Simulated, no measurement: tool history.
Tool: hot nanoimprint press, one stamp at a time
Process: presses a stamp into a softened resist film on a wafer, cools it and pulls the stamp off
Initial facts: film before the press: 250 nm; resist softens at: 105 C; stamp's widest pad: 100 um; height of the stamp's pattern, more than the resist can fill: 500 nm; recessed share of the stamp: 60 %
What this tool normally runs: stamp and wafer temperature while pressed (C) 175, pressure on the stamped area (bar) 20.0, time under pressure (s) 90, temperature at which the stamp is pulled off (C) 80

| run | hour | stamp and wafer temperature while pressed (C) | pressure on the stamped area (bar) | time under pressure (s) | temperature at which the stamp is pulled off (C) | resist left under the stamp's widest pad (nm) | greatest force while the stamp is pulled off (N) |
|---|---|---|---|---|---|---|---|
| 1 | 0.0 | 175 | 20.0 | 90 | 80 | 139.9 | 130 |
| 2 | 78.5 | 175 | 20.0 | 90 | 80 | 139.4 | 135 |
| 3 | 156.0 | 175 | 20.0 | 90 | 80 | 139.8 | 137 |
| 4 | 194.7 | 175 | 20.0 | 90 | 80 | 139.7 | 137 |
|  | 242.3 | stamp cleaned and given a new release coat |
| 5 | 242.3 | 175 | 20.0 | 90 | 80 | 138.0 | 105 |
| 6 | 281.2 | 175 | 20.0 | 90 | 80 | 138.4 | 103 |
| 7 | 324.7 | 175 | 20.0 | 90 | 80 | 139.3 | 106 |
|  | 413.5 | plate thermocouple calibrated |
| 8 | 413.5 | 175 | 20.0 | 90 | 80 | 137.3 | 111 |
| 9 | 451.7 | 175 | 20.0 | 56 | 80 | 159.6 | 111 |
| 10 | 500.8 | 175 | 20.0 | 90 | 80 | 137.6 | 114 |
| 11 | 545.0 | 175 | 20.0 | 92 | 80 | 137.1 | 115 |
| 12 | 586.2 | 175 | 20.0 | 85 | 80 | 140.2 | 119 |
| 13 | 659.3 | 175 | 20.0 | 85 | 80 | 139.6 | 128 |
| 14 | 741.3 | 175 | 20.0 | 53 | 80 | 159.9 | 124 |
|  | 811.6 | plate thermocouple calibrated, once more |
| 15 | 815.0 | 175 | 20.0 | 53 | 80 | 163.6 | 127 |
| 16 | 858.9 | 175 | 20.0 | 90 | 66 | 139.7 | 164 |
| 17 | 927.8 | 187 | 28.5 | 51 | 80 | 83.6 | 137 |
| 18 | 1002.8 | 164 | 16.1 | 57 | 72 | 226.2 | 154 |
|  | 1038.2 | stamp cleaned and given a new release coat |
| 19 | 1072.1 | 175 | 15.5 | 90 | 80 | 153.1 | 109 |
| 20 | 1110.7 | 175 | 17.4 | 148 | 80 | 124.6 | 108 |
| 21 | 1170.1 | 175 | 17.4 | 148 | 80 | 124.1 | 113 |
| 22 | 1228.3 | 175 | 17.4 | 50 | 80 | 170.8 | 109 |
| 23 | 1295.8 | 175 | 17.2 | 50 | 83 | 171.6 | 108 |
|  | 1359.7 | plate thermocouple calibrated |
| 24 | 1374.6 | 180 | 14.0 | 90 | 80 | 133.0 | 119 |
| 25 | 1412.8 | 180 | 14.0 | 90 | 80 | 133.2 | 121 |
| 26 | 1472.4 | 180 | 30.8 | 90 | 80 | 92.2 | 125 |
| 27 | 1550.0 | 180 | 30.8 | 90 | 80 | 92.6 | 125 |

Below, each run's measurement less what the same run would have read without the hidden state. Both values contain the same run-to-run variation, but the gauge's scatter may not be the same in both:
What the log doesn't record here: true temperature over the reading, C; pressure that arrives at the usual setting, %; grip of the stamp's worn release coat, % over a new coat's; drift of the gauge itself on residual_nm, %; drift of the gauge itself on pull_off_n, %.
| run | resist left under the stamp's widest pad (nm) | greatest force while the stamp is pulled off (N) |
|---|---|---|
| 1 | +0.8 | +26 |
| 2 | +0.5 | +29 |
| 3 | +0.0 | +33 |
| 4 | +0.0 | +34 |
| 5 | -0.3 | +0 |
| 6 | -0.4 | +1 |
| 7 | -0.5 | +3 |
| 8 | -1.2 | +7 |
| 9 | -1.3 | +9 |
| 10 | -1.6 | +11 |
| 11 | -1.7 | +12 |
| 12 | -2.0 | +15 |
| 13 | -2.3 | +19 |
| 14 | -2.5 | +21 |
| 15 | +0.2 | +26 |
| 16 | +0.0 | +35 |
| 17 | +0.3 | +32 |
| 18 | -0.5 | +38 |
| 19 | -1.2 | +1 |
| 20 | -1.1 | +3 |
| 21 | -1.4 | +5 |
| 22 | -1.6 | +8 |
| 23 | -1.9 | +10 |
| 24 | +2.8 | +15 |
| 25 | +2.7 | +17 |
| 26 | +3.1 | +21 |
| 27 | +2.9 | +24 |
